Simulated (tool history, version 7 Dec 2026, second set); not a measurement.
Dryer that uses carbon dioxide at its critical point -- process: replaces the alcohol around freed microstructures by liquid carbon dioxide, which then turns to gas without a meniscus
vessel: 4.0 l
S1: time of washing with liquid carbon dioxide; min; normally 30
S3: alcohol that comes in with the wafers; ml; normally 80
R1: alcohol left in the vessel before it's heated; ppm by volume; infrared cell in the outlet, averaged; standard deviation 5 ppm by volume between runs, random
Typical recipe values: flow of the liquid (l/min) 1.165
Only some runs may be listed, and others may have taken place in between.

run 1 day=0.000 | S1=30 flow_of_the_liquid_(l/min)=1.165 S3=80 | R1=121
run 2 day=0.992 | S1=30 flow_of_the_liquid_(l/min)=1.165 S3=80 | R1=150
run 3 day=1.896 | S1=30 flow_of_the_liquid_(l/min)=1.165 S3=80 | R1=131
run 4 day=2.454 | S1=30 flow_of_the_liquid_(l/min)=1.090 S3=80 | R1=153
run 5 day=3.158 | S1=30 flow_of_the_liquid_(l/min)=1.165 S3=80 | R1=144
run 6 day=3.921 | S1=30 flow_of_the_liquid_(l/min)=1.510 S3=80 | R1=89
run 7 day=4.762 | S1=30 flow_of_the_liquid_(l/min)=1.510 S3=80 | R1=98
run 8 day=5.558 | S1=33 flow_of_the_liquid_(l/min)=1.510 S3=80 | R1=96
run 9 day=6.429 | S1=20 flow_of_the_liquid_(l/min)=1.165 S3=80 | R1=481
run 10 day=7.071 | S1=20 flow_of_the_liquid_(l/min)=1.165 S3=80 | R1=487
run 11 day=7.721 | S1=31 flow_of_the_liquid_(l/min)=1.165 S3=80 | R1=143
run 12 day=8.562 | S1=30 flow_of_the_liquid_(l/min)=1.165 S3=31 | R1=114
run 13 day=9.212 | S1=30 flow_of_the_liquid_(l/min)=1.180 S3=80 | R1=161
run 14 day=9.892 | S1=44 flow_of_the_liquid_(l/min)=1.165 S3=72 | R1=100
run 15 day=10.304 | S1=37 flow_of_the_liquid_(l/min)=0.770 S3=80 | R1=282
run 16 day=10.904 | S1=37 flow_of_the_liquid_(l/min)=0.770 S3=80 | R1=278
run 17 day=11.604 | S1=18 flow_of_the_liquid_(l/min)=0.770 S3=72 | R1=1872
run 18 day=12.050 | S1=18 flow_of_the_liquid_(l/min)=0.780 S3=21 | R1=613
run 19 day=12.721 | S1=30 flow_of_the_liquid_(l/min)=1.165 S3=73 | R1=169
run 20 day=13.321 | S1=30 flow_of_the_liquid_(l/min)=1.165 S3=73 | R1=174
run 21 day=13.875 | S1=30 flow_of_the_liquid_(l/min)=1.165 S3=42 | R1=144
run 22 day=14.542 | S1=27 flow_of_the_liquid_(l/min)=1.380 S3=80 | R1=158
run 23 day=15.321 | S1=31 flow_of_the_liquid_(l/min)=1.320 S3=116 | R1=146
run 24 day=15.783 | S1=29 flow_of_the_liquid_(l/min)=1.165 S3=80 | R1=192
run 25 day=16.317 | S1=33 flow_of_the_liquid_(l/min)=1.165 S3=100 | R1=168

Hidden state or all else? Some run-to-run changes of R1, split into what the settings, what came in and random variation would give without the hidden state, and what is left for the hidden state (with any gauge scatter that isn't in both results):
Hidden conditions of the tool in this case: flow that reaches the vessel past the clogged filter, %; alcohol in the recycled carbon dioxide, ppm; drift of the gauge itself on alcohol_ppm, %.
Run 16 -> 17: S1 37 -> 18, S3 80 -> 72. R1 +1594 ppm by volume: hidden state +390, all else +1204.
Run 17 -> 18: flow of the liquid (l/min) 0.770 -> 0.780, S3 72 -> 21. R1 -1259 ppm by volume: hidden state -333, all else -926.
